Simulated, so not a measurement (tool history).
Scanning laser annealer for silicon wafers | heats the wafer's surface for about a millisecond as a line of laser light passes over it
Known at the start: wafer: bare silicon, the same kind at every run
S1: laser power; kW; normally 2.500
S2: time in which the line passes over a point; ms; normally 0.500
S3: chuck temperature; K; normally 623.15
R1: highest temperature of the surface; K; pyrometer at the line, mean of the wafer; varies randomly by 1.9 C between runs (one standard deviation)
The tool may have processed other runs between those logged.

run	hour	S1	S2	S3	R1
1	0.0	2.500	0.500	623.15	1438.15
2	33.8	2.452	0.500	623.15	1421.15
3	68.2	2.452	0.500	623.15	1421.15
4	104.6	2.452	0.500	623.15	1423.15
5	133.1	2.452	0.500	623.15	1423.15
6	159.6	2.452	0.500	623.15	1422.15
7	199.9	2.452	0.490	623.15	1411.15
8	237.4	2.500	0.500	623.15	1434.15
9	268.4	2.500	0.500	623.15	1432.15
10	291.9	2.500	0.500	588.15	1395.15
11	315.0	2.500	0.500	588.15	1394.15
# hour 323.3: optics aligned, line set to its width
12	340.1	2.500	0.500	588.15	1389.15
13	361.2	2.500	0.500	655.15	1460.15
14	393.4	2.500	0.423	623.15	1362.15
# hour 415.1: optics aligned, line set to its width, once more
15	430.3	2.500	0.423	623.15	1379.15
16	450.5	2.500	0.423	623.15	1382.15
# hour 457.5: window over the wafer cleaned
17	478.1	2.500	0.500	623.15	1467.15
18	509.2	2.500	0.500	623.15	1467.15
19	526.8	2.500	0.500	623.15	1468.15
20	568.0	2.500	0.500	623.15	1466.15
21	585.0	2.681	0.394	662.15	1466.15
22	624.4	2.681	0.611	598.15	1588.15
23	660.9	2.681	0.611	598.15	1587.15
24	688.9	2.416	0.485	623.15	1421.15
25	709.6	2.575	0.506	624.15	1488.15
26	740.1	2.708	0.382	594.15	1384.15
27	761.8	2.708	0.382	594.15	1387.15
28	790.9	2.265	0.364	655.15	1301.15
29	830.2	2.265	0.364	655.15	1303.15
30	856.6	2.265	0.364	655.15	1303.15
31	890.2	2.500	0.500	659.15	1490.15
32	913.4	2.500	0.500	659.15	1489.15
33	945.3	2.479	0.536	651.15	1499.15
34	962.7	2.422	0.439	651.15	1403.15
35	992.1	2.500	0.433	617.15	1390.15
36	1016.5	2.500	0.362	639.15	1348.15
37	1035.3	2.500	0.362	639.15	1343.15
38	1073.6	2.500	0.362	639.15	1343.15
39	1099.4	2.500	0.500	652.15	1478.15
40	1137.8	2.500	0.500	652.15	1476.15

5 options for the next run, each taken on its own from the tool as it stands now. Forecast them:
A	1158.6	2.165	0.535	627.15	?
B	1158.6	2.401	0.500	652.15	?
C	1158.6	2.577	0.357	592.15	?
D	1158.6	2.430	0.500	595.15	?
E	1158.6	2.157	0.412	663.15	?

run	R1
A	1363.15
B	1442.15
C	1311.15
D	1398.15
E	1309.15
Had the tool no hidden state, the same runs would have come out as:
run	R1
A	1385.15
B	1466.15
C	1333.15
D	1423.15
E	1329.15

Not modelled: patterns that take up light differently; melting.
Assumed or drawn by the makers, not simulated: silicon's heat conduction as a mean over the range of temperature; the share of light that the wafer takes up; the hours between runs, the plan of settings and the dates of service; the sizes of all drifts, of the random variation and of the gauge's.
